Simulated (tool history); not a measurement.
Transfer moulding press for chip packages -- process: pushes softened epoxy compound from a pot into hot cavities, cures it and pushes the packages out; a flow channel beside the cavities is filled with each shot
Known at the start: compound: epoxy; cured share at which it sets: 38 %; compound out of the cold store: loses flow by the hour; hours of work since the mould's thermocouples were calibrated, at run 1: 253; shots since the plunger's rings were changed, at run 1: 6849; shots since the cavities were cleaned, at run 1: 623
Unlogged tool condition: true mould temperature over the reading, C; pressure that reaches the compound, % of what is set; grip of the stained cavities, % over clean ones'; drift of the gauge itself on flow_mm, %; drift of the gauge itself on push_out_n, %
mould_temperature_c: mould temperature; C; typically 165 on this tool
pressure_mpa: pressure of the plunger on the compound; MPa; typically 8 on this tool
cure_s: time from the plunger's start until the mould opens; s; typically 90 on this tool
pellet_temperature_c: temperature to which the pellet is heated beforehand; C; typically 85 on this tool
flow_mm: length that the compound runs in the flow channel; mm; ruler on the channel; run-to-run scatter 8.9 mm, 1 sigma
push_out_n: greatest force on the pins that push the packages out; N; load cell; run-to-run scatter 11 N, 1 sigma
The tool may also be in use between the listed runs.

| run | hour | mould_temperature_c | pressure_mpa | cure_s | pellet_temperature_c | hours of work since the mould's thermocouples were calibrated | shots since the plunger's rings were changed | shots since the cavities were cleaned | incoming compound's hours out of the cold store | flow_mm | push_out_n |
|---|---|---|---|---|---|---|---|---|---|---|---|
| 1 | 0 | 165 | 8 | 90 | 85 | 253 | 6849 | 623 | 17.7 | 875 | 737 |
|  | 8.8 | plunger's sealing rings changed |
| 2 | 21.6 | 165 | 8.01 | 90 | 85 | 262 | 122 | 805 | 45.7 | 901 | 705 |
|  | 42.9 | cavities cleaned with cleaning compound and waxed |
| 3 | 43.1 | 161 | 8.01 | 90 | 85 | 272 | 314 | 2 | 25.8 | 1007 | 728 |
| 4 | 60.3 | 165 | 8 | 90 | 79 | 280 | 478 | 166 | 15.4 | 1028 | 637 |
| 5 | 71 | 165 | 6.16 | 90 | 85 | 285 | 580 | 268 | 45.2 | 790 | 636 |
| 6 | 94.1 | 165 | 6.16 | 90 | 85 | 295 | 800 | 488 | 30.9 | 841 | 692 |
| 7 | 104.4 | 167 | 6.16 | 90 | 85 | 300 | 899 | 587 | 46 | 770 | 599 |
| 8 | 119.9 | 167 | 6.16 | 90 | 85 | 307 | 1047 | 735 | 22.9 | 858 | 694 |
| 9 | 143.9 | 165 | 8 | 90 | 85 | 319 | 1276 | 964 | 37.6 | 907 | 751 |
|  | 149.4 | cavities cleaned with cleaning compound and waxed |
| 10 | 164.8 | 165 | 8 | 90 | 85 | 328 | 1462 | 148 | 16.3 | 1010 | 625 |
| 11 | 187.1 | 165 | 8 | 90 | 85 | 338 | 1675 | 361 | 31.7 | 933 | 669 |
| 12 | 209.3 | 165 | 8 | 90 | 85 | 349 | 1886 | 572 | 34.8 | 923 | 692 |
| 13 | 228.4 | 165 | 8 | 75 | 85 | 357 | 2068 | 754 | 20 | 983 | 1274 |
| 14 | 239.2 | 165 | 8 | 75 | 85 | 362 | 2172 | 858 | 31.7 | 925 | 1255 |
| 15 | 249.4 | 170 | 8 | 90 | 85 | 367 | 2269 | 955 | 36.8 | 881 | 592 |
|  | 254.1 | cavities cleaned with cleaning compound and waxed |
| 16 | 262.4 | 165 | 6.93 | 90 | 86 | 373 | 2379 | 79 | 31.8 | 854 | 554 |
| 17 | 279.6 | 165 | 6.93 | 90 | 86 | 381 | 2543 | 243 | 18.5 | 890 | 648 |
| 18 | 293 | 171 | 6.93 | 90 | 86 | 387 | 2670 | 370 | 28.4 | 837 | 505 |
| 19 | 312.5 | 159 | 8 | 90 | 85 | 396 | 2857 | 557 | 46.6 | 883 | 1076 |
| 20 | 334 | 164 | 8 | 101 | 85 | 406 | 3062 | 762 | 45.3 | 832 | 636 |
| 21 | 352.1 | 161 | 8 | 91 | 85 | 414 | 3235 | 935 | 24.9 | 960 | 1025 |
|  | 360 | cavities cleaned with cleaning compound and waxed |
| 22 | 374.4 | 172 | 8 | 90 | 85 | 424 | 3434 | 138 | 22.9 | 909 | 426 |
| 23 | 396.3 | 172 | 8.07 | 103 | 89 | 434 | 3643 | 347 | 38.8 | 833 | 467 |
| 24 | 416.6 | 172 | 8.07 | 103 | 89 | 444 | 3836 | 540 | 24.4 | 898 | 517 |
| 25 | 438.4 | 165 | 8 | 109 | 85 | 454 | 4045 | 749 | 9.3 | 981 | 603 |
| 26 | 452.1 | 165 | 8 | 109 | 85 | 460 | 4175 | 879 | 32.5 | 868 | 576 |
|  | 464.8 | cavities cleaned with cleaning compound and waxed |
| 27 | 474.4 | 161 | 7.34 | 71 | 91 | 470 | 4374 | 92 | 22 | 878 | 1386 |
| 28 | 486.5 | 161 | 9.39 | 71 | 94 | 476 | 4490 | 208 | 36 | 940 | 1415 |
| 29 | 500.8 | 161 | 9.39 | 71 | 94 | 482 | 4626 | 344 | 34.2 | 952 | 1535 |

Across each entry between runs, compare the hidden state at the last listed run before it with the hidden state at the first listed run after it:
Logged between run 1 and run 2: plunger's sealing rings changed (hour 8.8)
  true mould temperature over the reading, C: 0.01 -> -0.01; pressure that reaches the compound, % of what is set: 71.95 -> 99.16; grip of the stained cavities, % over clean ones': 40.7 -> 46.2
  measured less the result without the state, flow_mm: -157 -> -3 mm; push_out_n: +214 -> +223 N
Logged between run 2 and run 3: cavities cleaned with cleaning compound and waxed (hour 42.9)
  true mould temperature over the reading, C: -0.01 -> -0.02; pressure that reaches the compound, % of what is set: 99.16 -> 98.45; grip of the stained cavities, % over clean ones': 46.2 -> 4.2
  measured less the result without the state, flow_mm: -3 -> -8 mm; push_out_n: +223 -> +31 N
Logged between run 9 and run 10: cavities cleaned with cleaning compound and waxed (hour 149.4)
  true mould temperature over the reading, C: -0.09 -> -0.1; pressure that reaches the compound, % of what is set: 94.75 -> 94; grip of the stained cavities, % over clean ones': 51 -> 15.1
  measured less the result without the state, flow_mm: -24 -> -31 mm; push_out_n: +257 -> +85 N
Logged between run 15 and run 16: cavities cleaned with cleaning compound and waxed (hour 254.1)
  pressure that reaches the compound, % of what is set: 90.81 -> 90.4; grip of the stained cavities, % over clean ones': 50.4 -> 8.2
  measured less the result without the state, flow_mm: -42 -> -43 mm; push_out_n: +203 -> +47 N
Logged between run 21 and run 22: cavities cleaned with cleaning compound and waxed (hour 360)
  true mould temperature over the reading, C: -0.22 -> -0.24; pressure that reaches the compound, % of what is set: 87.04 -> 86.22; grip of the stained cavities, % over clean ones': 49.5 -> 14
  measured less the result without the state, flow_mm: -68 -> -68 mm; push_out_n: +354 -> +55 N
Logged between run 26 and run 27: cavities cleaned with cleaning compound and waxed (hour 464.8)
  true mould temperature over the reading, C: -0.29 -> -0.3; pressure that reaches the compound, % of what is set: 83.4 -> 82.65; grip of the stained cavities, % over clean ones': 49.3 -> 10
  measured less the result without the state, flow_mm: -81 -> -87 mm; push_out_n: +194 -> +148 N

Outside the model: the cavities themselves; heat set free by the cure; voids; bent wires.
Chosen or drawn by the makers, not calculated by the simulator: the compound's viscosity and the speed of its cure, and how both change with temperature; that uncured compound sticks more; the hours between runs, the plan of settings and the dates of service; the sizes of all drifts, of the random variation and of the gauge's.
